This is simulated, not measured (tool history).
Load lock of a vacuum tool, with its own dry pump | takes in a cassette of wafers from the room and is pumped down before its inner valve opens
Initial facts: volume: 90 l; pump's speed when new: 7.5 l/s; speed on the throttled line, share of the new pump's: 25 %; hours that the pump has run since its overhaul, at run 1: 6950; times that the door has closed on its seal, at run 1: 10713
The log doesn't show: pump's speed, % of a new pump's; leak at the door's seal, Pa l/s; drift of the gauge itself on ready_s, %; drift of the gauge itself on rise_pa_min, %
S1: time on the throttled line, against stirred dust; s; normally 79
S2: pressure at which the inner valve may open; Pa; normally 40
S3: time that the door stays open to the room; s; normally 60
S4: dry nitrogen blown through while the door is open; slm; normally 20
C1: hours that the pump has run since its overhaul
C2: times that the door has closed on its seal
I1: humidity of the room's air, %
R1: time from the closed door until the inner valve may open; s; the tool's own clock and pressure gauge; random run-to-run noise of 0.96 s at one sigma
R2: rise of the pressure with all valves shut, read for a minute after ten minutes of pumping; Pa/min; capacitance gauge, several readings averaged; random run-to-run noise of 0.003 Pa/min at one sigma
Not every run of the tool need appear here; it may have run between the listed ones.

run 1 hour=0 | S1=79 S2=40 S3=60 S4=20 | C1=6950 C2=10713 | I1=43.4 | R1=156.1 R2=0.231
run 2 hour=87.4 | S1=79 S2=40 S3=60 S4=20 | C1=7037 C2=11093 | I1=44 | R1=158.1 R2=0.237
run 3 hour=290.4 | S1=79 S2=40 S3=60 S4=20 | C1=7240 C2=11973 | I1=46.3 | R1=157.5 R2=0.268
run 4 hour=403.2 | S1=79 S2=40 S3=60 S4=20 | C1=7353 C2=12462 | I1=43.2 | R1=156.3 R2=0.28
run 5 hour=515.7 | S1=79 S2=40 S3=60 S4=9 | C1=7466 C2=12950 | I1=46.1 | R1=156.8 R2=0.302
run 6 hour=622 | S1=79 S2=40 S3=60 S4=20 | C1=7572 C2=13411 | I1=44.2 | R1=159.7 R2=0.315
run 7 hour=720.7 | S1=79 S2=40 S3=60 S4=6 | C1=7671 C2=13839 | I1=44.8 | R1=158.5 R2=0.34
run 8 hour=825.1 | S1=79 S2=40 S3=60 S4=6 | C1=7775 C2=14292 | I1=44.3 | R1=158.3 R2=0.359
run 9 hour=977.9 | S1=79 S2=67 S3=231 S4=20 | C1=7928 C2=14955 | I1=44.7 | R1=150.7 R2=0.391
run 10 hour=1090.5 | S1=79 S2=54 S3=156 S4=20 | C1=8040 C2=15443 | I1=43.6 | R1=152.8 R2=0.402
run 11 hour=1306.1 | S1=79 S2=40 S3=60 S4=19 | C1=8256 C2=16378 | I1=47.9 | R1=157.5 R2=0.411
run 12 hour=1513.6 | S1=128 S2=40 S3=60 S4=20 | C1=8464 C2=17278 | I1=44.1 | R1=194.5 R2=0.436
run 13 hour=1622.4 | S1=76 S2=39 S3=114 S4=26 | C1=8572 C2=17750 | I1=44.8 | R1=156.5 R2=0.475
run 14 hour=1761.9 | S1=79 S2=40 S3=60 S4=8 | C1=8712 C2=18355 | I1=44.3 | R1=160.6 R2=0.504
run 15 hour=1869.8 | S1=79 S2=40 S3=60 S4=8 | C1=8820 C2=18822 | I1=43.2 | R1=159.8 R2=0.516

Predict each of these 3 candidate next runs independently; none follows another, all start after run 15:
run A hour=2009.4 | S1=62 S2=40 S3=52 S4=8 | C1=8959 C2=19428 | I1=41.8 | R1=? R2=?
run B hour=2009.4 | S1=79 S2=29 S3=45 S4=20 | C1=8959 C2=19428 | I1=41.9 | R1=? R2=?
run C hour=2009.4 | S1=45 S2=40 S3=73 S4=41 | C1=8959 C2=19428 | I1=40.9 | R1=? R2=?

run=A R1=148.4 R2=0.534
run=B R1=164.3 R2=0.531
run=C R1=134.8 R2=0.53
Had the tool no hidden state, the same runs would have come out as:
run=A R1=141.1 R2=0.037
run=B R1=157.1 R2=0.031
run=C R1=127.2 R2=0.025
